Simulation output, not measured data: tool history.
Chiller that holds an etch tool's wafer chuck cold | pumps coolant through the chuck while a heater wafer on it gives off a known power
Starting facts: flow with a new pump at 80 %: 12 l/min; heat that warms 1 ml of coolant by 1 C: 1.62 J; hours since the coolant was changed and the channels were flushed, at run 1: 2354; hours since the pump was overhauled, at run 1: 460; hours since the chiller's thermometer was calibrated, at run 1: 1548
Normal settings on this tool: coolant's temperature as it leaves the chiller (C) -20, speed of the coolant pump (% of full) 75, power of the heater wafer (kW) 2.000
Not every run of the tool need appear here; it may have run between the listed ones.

run,hour,coolant's temperature as it leaves the chiller (C),speed of the coolant pump (% of full),power of the heater wafer (kW),hours since the coolant was changed and the channels were flushed,hours since the pump was overhauled,hours since the chiller's thermometer was calibrated,chuck's temperature once it has settled (C),how much warmer the coolant comes back (C)
1,0.0,-20,75,2.000,2354,460,1548,-4.4,6.59
2,15.0,-20,75,2.000,2369,475,1563,-4.5,6.72
3,32.2,-20,94,2.000,2387,492,1580,-7.4,5.25
4,55.8,-20,75,2.000,2410,516,1604,-4.2,6.62
5,70.8,-20,75,2.000,2425,531,1619,-4.3,6.63
6,87.5,-20,75,2.000,2442,548,1635,-4.4,6.62
7,101.5,-20,75,2.000,2456,562,1649,-4.2,6.59
8,117.8,-20,75,1.088,2472,578,1666,-11.7,3.58
9,136.1,-20,75,1.088,2490,596,1684,-11.6,3.66
10,163.7,-20,75,1.088,2518,624,1711,-11.7,3.66
11,190.4,-20,75,2.000,2545,651,1738,-4.3,6.68
12,214.1,-20,72,2.000,2568,674,1762,-3.4,6.98
13,229.0,-20,72,2.000,2583,689,1777,-3.7,6.97
14,242.8,-20,72,2.000,2597,703,1791,-3.7,7.01
15,255.0,-20,72,2.000,2609,715,1803,-3.6,6.93
16,280.9,-20,75,2.000,2635,741,1829,-4.3,6.72
17,298.8,-20,75,2.000,2653,759,1847,-4.2,6.71
# hour 301.5: chiller's thermometer calibrated
18,317.3,-20,87,1.738,2671,776,16,-8.3,5.03
19,334.3,-26,100,1.575,2688,793,33,-16.8,3.95
20,362.4,-28,93,2.774,2716,822,61,-10.3,7.46
21,388.6,-28,93,2.774,2742,848,87,-10.2,7.45
22,411.5,-20,86,2.000,2765,871,110,-6.2,5.86
# hour 431.5: chiller's thermometer calibrated, once more
23,435.4,-28,88,1.164,2788,893,4,-19.7,3.31
24,461.6,-28,88,1.164,2814,920,30,-19.7,3.32
25,475.5,-29,67,2.025,2828,934,44,-10.4,7.70
26,500.0,-29,67,2.025,2852,958,68,-10.4,7.71
27,517.3,-29,67,2.025,2870,975,86,-10.4,7.65
28,532.5,-13,63,1.755,2885,991,101,4.1,7.15
29,561.1,-13,63,1.755,2913,1019,130,4.1,7.14
30,587.8,-13,63,1.755,2940,1046,156,4.0,7.07
31,606.1,-28,89,1.677,2958,1064,175,-15.9,4.80

Each run again, without the hidden state but with its own random variation kept:
Hidden state present: heat passed by the chuck's channels, % of clean ones'; flow at a given pump speed, % of a new pump's; coolant's true temperature over the reading, C; drift of the gauge itself on chuck_c, C; drift of the gauge itself on warmer_back_c, C.
run,chuck's temperature once it has settled (C),how much warmer the coolant comes back (C)
1,-5.4,6.52
2,-5.5,6.65
3,-8.2,5.19
4,-5.3,6.55
5,-5.3,6.55
6,-5.4,6.54
7,-5.3,6.51
8,-12.1,3.53
9,-12.0,3.61
10,-12.1,3.61
11,-5.4,6.58
12,-4.6,6.87
13,-4.9,6.86
14,-4.9,6.89
15,-4.8,6.82
16,-5.5,6.60
17,-5.4,6.59
18,-8.8,4.94
19,-17.0,3.87
20,-11.4,7.31
21,-11.4,7.30
22,-6.9,5.73
23,-20.6,3.23
24,-20.7,3.24
25,-12.6,7.53
26,-12.6,7.53
27,-12.6,7.46
28,2.1,6.98
29,2.1,6.96
30,1.9,6.89
31,-17.4,4.68
